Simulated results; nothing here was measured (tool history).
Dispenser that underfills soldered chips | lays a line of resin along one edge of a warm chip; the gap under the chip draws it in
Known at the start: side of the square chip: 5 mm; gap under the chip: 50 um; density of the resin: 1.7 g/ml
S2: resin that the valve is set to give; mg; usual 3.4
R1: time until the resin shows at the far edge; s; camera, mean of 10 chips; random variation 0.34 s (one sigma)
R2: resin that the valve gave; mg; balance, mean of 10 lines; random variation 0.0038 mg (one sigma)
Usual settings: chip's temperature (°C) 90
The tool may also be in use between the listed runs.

Run 1, day 0: usual settings. Result: R1 22.4 s, R2 3.361 mg.
Run 2, day 0.167: usual settings. Result: R1 29 s, R2 3.353 mg.
Run 3, day 0.325: usual settings. Result: R1 36.3 s, R2 3.352 mg.
At day 0.379: new syringe of resin.
Run 4, day 0.454: usual settings. Result: R1 17.1 s, R2 3.352 mg.
Run 5, day 0.542: usual settings. Result: R1 19.4 s, R2 3.337 mg.
Run 6, day 0.65: usual settings. Result: R1 22.6 s, R2 3.344 mg.
Run 7, day 0.738: usual settings. Result: R1 26 s, R2 3.341 mg.
Run 8, day 0.85: usual settings. Result: R1 30.8 s, R2 3.336 mg.
At day 1.012: new syringe of resin.
Run 9, day 1.054: usual settings. Result: R1 16.7 s, R2 3.34 mg.
Run 10, day 1.188: usual settings. Result: R1 20.3 s, R2 3.327 mg.
Run 11, day 1.296: usual settings. Result: R1 23.8 s, R2 3.322 mg.
Run 12, day 1.438: usual settings but chip's temperature (°C) 94. Result: R1 25.1 s, R2 3.323 mg.
Run 13, day 1.571: usual settings but chip's temperature (°C) 89, S2 3.24 mg. Result: R1 37.2 s, R2 3.158 mg.
At day 1.65: new syringe of resin.
Run 14, day 1.75: usual settings but chip's temperature (°C) 86. Result: R1 20.6 s, R2 3.32 mg.
Run 15, day 1.933: usual settings but chip's temperature (°C) 85, S2 4.07 mg. Result: R1 27.5 s, R2 3.96 mg.
Run 16, day 2.058: usual settings but chip's temperature (°C) 83, S2 3.85 mg. Result: R1 35.6 s, R2 3.741 mg.
Run 17, day 2.233: usual settings but chip's temperature (°C) 105, S2 3.79 mg. Result: R1 21.6 s, R2 3.676 mg.
At day 2.288: new syringe of resin.
At day 2.342: dispensing valve cleaned and set on the balance.
Run 18, day 2.425: usual settings but chip's temperature (°C) 105, S2 3.79 mg. Result: R1 10.5 s, R2 3.796 mg.
Run 19, day 2.588: usual settings but chip's temperature (°C) 105, S2 3.79 mg. Result: R1 13.3 s, R2 3.795 mg.
Run 20, day 2.717: usual settings but chip's temperature (°C) 103, S2 3.2 mg. Result: R1 16.9 s, R2 3.2 mg.
Run 21, day 2.842: usual settings but chip's temperature (°C) 103, S2 3.2 mg. Result: R1 20.6 s, R2 3.195 mg.
At day 2.967: new syringe of resin.
Run 22, day 2.983: usual settings but chip's temperature (°C) 84, S2 3.33 mg. Result: R1 19.7 s, R2 3.323 mg.
Run 23, day 3.079: usual settings but chip's temperature (°C) 97, S2 4.15 mg. Result: R1 14.1 s, R2 4.139 mg.
Run 24, day 3.204: usual settings but chip's temperature (°C) 97, S2 4.15 mg. Result: R1 17.1 s, R2 4.124 mg.

3 ways to go on from here, each from the tool as it stands after run 24. What would each give?
Run A, day 3.292: usual settings but chip's temperature (°C) 99, S2 3.15 mg. Result: R1 ?, R2 ?.
Run B, day 3.292: usual settings but chip's temperature (°C) 97, S2 3.53 mg. Result: R1 ?, R2 ?.
Run C, day 3.292: usual settings but chip's temperature (°C) 85, S2 3.51 mg. Result: R1 ?, R2 ?.

run    R1     R2
  A  18.8  3.129
  B  19.6  3.507
  C  29.6  3.487
Without the tool's hidden state the same runs would have given:
run    R1     R2
  A  11.5  3.145
  B  11.9  3.525
  C  17.8  3.505

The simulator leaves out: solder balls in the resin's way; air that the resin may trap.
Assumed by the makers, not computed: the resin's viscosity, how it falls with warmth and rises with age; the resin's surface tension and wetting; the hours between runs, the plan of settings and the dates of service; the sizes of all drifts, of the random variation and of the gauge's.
